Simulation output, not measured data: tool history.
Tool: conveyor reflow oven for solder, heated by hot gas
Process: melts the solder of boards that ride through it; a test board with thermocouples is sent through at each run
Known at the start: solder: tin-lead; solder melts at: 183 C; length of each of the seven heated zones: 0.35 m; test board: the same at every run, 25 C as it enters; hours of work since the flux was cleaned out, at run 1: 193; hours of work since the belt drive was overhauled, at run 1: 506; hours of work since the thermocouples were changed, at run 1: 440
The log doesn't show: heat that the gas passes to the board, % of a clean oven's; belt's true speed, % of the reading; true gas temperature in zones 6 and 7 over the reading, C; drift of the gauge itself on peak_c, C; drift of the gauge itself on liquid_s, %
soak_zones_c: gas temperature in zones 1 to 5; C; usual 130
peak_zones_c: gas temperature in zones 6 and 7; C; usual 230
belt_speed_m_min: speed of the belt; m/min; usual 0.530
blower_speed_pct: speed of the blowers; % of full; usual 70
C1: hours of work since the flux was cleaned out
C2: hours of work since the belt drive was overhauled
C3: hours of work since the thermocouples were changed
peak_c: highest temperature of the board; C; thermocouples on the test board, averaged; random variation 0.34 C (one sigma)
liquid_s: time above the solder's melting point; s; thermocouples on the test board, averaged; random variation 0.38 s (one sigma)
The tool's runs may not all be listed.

{"run": 1, "hour": 0.0, "soak_zones_c": 130, "peak_zones_c": 230, "belt_speed_m_min": 0.53, "blower_speed_pct": 70, "C1": 193, "C2": 506, "C3": 440, "peak_c": 213.8, "liquid_s": 54.5}
{"run": 2, "hour": 51.1, "soak_zones_c": 130, "peak_zones_c": 242, "belt_speed_m_min": 0.53, "blower_speed_pct": 70, "C1": 227, "C2": 541, "C3": 474, "peak_c": 223.9, "liquid_s": 62.3}
{"run": 3, "hour": 85.9, "soak_zones_c": 130, "peak_zones_c": 242, "belt_speed_m_min": 0.53, "blower_speed_pct": 70, "C1": 251, "C2": 564, "C3": 498, "peak_c": 224.6, "liquid_s": 61.8}
{"run": 4, "hour": 107.8, "soak_zones_c": 130, "peak_zones_c": 242, "belt_speed_m_min": 0.53, "blower_speed_pct": 70, "C1": 265, "C2": 579, "C3": 512, "peak_c": 224.2, "liquid_s": 62.3}
{"run": 5, "hour": 143.8, "soak_zones_c": 130, "peak_zones_c": 242, "belt_speed_m_min": 0.53, "blower_speed_pct": 70, "C1": 290, "C2": 603, "C3": 537, "peak_c": 225.2, "liquid_s": 62.7}
{"hour": 178.9, "done": "thermocouples of zones 6 and 7 changed"}
{"run": 6, "hour": 182.6, "soak_zones_c": 130, "peak_zones_c": 240, "belt_speed_m_min": 0.53, "blower_speed_pct": 70, "C1": 314, "C2": 628, "C3": 3, "peak_c": 220.4, "liquid_s": 59.2}
{"hour": 190.0, "done": "flux residue cleaned out of gas plates and filters"}
{"run": 7, "hour": 225.0, "soak_zones_c": 130, "peak_zones_c": 240, "belt_speed_m_min": 0.53, "blower_speed_pct": 70, "C1": 24, "C2": 653, "C3": 28, "peak_c": 219.0, "liquid_s": 59.6}
{"run": 8, "hour": 252.7, "soak_zones_c": 130, "peak_zones_c": 230, "belt_speed_m_min": 0.53, "blower_speed_pct": 56, "C1": 42, "C2": 672, "C3": 46, "peak_c": 207.8, "liquid_s": 47.2}
{"run": 9, "hour": 274.7, "soak_zones_c": 140, "peak_zones_c": 223, "belt_speed_m_min": 0.425, "blower_speed_pct": 70, "C1": 57, "C2": 686, "C3": 61, "peak_c": 213.2, "liquid_s": 73.1}
{"run": 10, "hour": 325.8, "soak_zones_c": 140, "peak_zones_c": 228, "belt_speed_m_min": 0.472, "blower_speed_pct": 56, "C1": 91, "C2": 721, "C3": 95, "peak_c": 212.6, "liquid_s": 63.4}
{"hour": 336.7, "done": "flux residue cleaned out of gas plates and filters, once more"}
{"run": 11, "hour": 382.6, "soak_zones_c": 140, "peak_zones_c": 228, "belt_speed_m_min": 0.472, "blower_speed_pct": 56, "C1": 31, "C2": 756, "C3": 130, "peak_c": 215.1, "liquid_s": 66.6}
{"hour": 417.7, "done": "belt drive overhauled, speed set with a stopwatch"}
{"run": 12, "hour": 436.0, "soak_zones_c": 140, "peak_zones_c": 228, "belt_speed_m_min": 0.472, "blower_speed_pct": 56, "C1": 64, "C2": 12, "C3": 164, "peak_c": 214.5, "liquid_s": 65.4}
{"run": 13, "hour": 486.8, "soak_zones_c": 138, "peak_zones_c": 230, "belt_speed_m_min": 0.541, "blower_speed_pct": 59, "C1": 98, "C2": 47, "C3": 198, "peak_c": 212.0, "liquid_s": 54.0}
{"run": 14, "hour": 510.6, "soak_zones_c": 127, "peak_zones_c": 234, "belt_speed_m_min": 0.504, "blower_speed_pct": 65, "C1": 114, "C2": 62, "C3": 214, "peak_c": 217.7, "liquid_s": 58.7}
{"run": 15, "hour": 540.6, "soak_zones_c": 138, "peak_zones_c": 230, "belt_speed_m_min": 0.476, "blower_speed_pct": 54, "C1": 134, "C2": 83, "C3": 234, "peak_c": 215.6, "liquid_s": 64.3}

3 ways to go on from here, each from the tool as it stands after run 15. What would each give?
{"run": "A", "hour": 575.9, "soak_zones_c": 133, "peak_zones_c": 242, "belt_speed_m_min": 0.53, "blower_speed_pct": 70, "C1": 158, "C2": 106, "C3": 258, "peak_c": "?", "liquid_s": "?"}
{"run": "B", "hour": 575.9, "soak_zones_c": 122, "peak_zones_c": 242, "belt_speed_m_min": 0.53, "blower_speed_pct": 70, "C1": 158, "C2": 106, "C3": 258, "peak_c": "?", "liquid_s": "?"}
{"run": "C", "hour": 575.9, "soak_zones_c": 138, "peak_zones_c": 230, "belt_speed_m_min": 0.558, "blower_speed_pct": 54, "C1": 158, "C2": 106, "C3": 258, "peak_c": "?", "liquid_s": "?"}

run=A peak_c=225.3 liquid_s=62.9
run=B peak_c=222.6 liquid_s=59.2
run=C peak_c=210.2 liquid_s=48.9
Without the tool's hidden state the same runs would have given:
run=A peak_c=225.5 liquid_s=63.0
run=B peak_c=222.9 liquid_s=59.5
run=C peak_c=210.3 liquid_s=49.1

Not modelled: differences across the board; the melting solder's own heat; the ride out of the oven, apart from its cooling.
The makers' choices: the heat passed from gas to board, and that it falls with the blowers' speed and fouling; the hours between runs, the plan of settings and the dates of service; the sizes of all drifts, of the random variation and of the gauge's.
